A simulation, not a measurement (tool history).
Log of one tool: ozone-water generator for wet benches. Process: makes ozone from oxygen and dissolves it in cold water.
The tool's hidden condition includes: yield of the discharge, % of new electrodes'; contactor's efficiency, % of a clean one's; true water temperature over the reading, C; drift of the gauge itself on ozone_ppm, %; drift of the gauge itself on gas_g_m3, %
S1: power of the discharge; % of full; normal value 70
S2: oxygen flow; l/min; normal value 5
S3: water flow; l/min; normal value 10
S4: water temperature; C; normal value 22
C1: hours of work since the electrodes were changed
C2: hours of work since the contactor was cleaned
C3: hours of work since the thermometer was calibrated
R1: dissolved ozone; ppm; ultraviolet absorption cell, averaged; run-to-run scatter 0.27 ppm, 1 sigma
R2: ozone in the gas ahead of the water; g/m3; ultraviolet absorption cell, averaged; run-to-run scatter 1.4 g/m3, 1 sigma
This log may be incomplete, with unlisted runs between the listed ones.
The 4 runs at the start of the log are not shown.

run     day  S1    S2  S3  S4    C1    C2    C3    R1     R2
  5   19.95  70     5  10  18  4693  8976  1352  45.9  267.5
  6  26.129  70     5   8  18  4828  9111  1487  51.3  270.5
     29.596  -- contactor cleaned
  7  32.525  70     5   8  18  4964    64  1623  51.1  270.8
  8  38.633  70     5   8  18  5098   197  1757  51.9  269.5
  9  43.725  70     5   8  18  5209   309  1868  51.4  268.9
 10  46.438  70     5   8  18  5268   368  1927  51.6  266.7
 11  53.058  46     5  10  22  5413   513  2072  32.4  203.5
 12  56.438  46     5  10  21  5487   586  2145  32.4  203.9
 13  62.212  70     5  10  22  5613   712  2272    42  269.8
 14  66.062  70     5  10  22  5697   797  2356    42  269.8
 15  71.138  70     5   8  22  5808   907  2467  47.2  268.8
 16  75.612  70     5  10  22  5905  1005  2564    42  269.3
 17  78.929  70  3.88  10  22  5978  1078  2637  41.8  295.6

Run 18 is up next; what results do you expect?
     83.958  -- water thermometer calibrated
 18  84.2  87  4.92  10  18  6093  1192   5   ?   ?

For run 18 the tool returned R1 52.5 ppm, R2 312.6 g/m3.
The same run, on a tool lacking any hidden state, would have yielded R1 52.5 ppm, R2 312.9 g/m3.
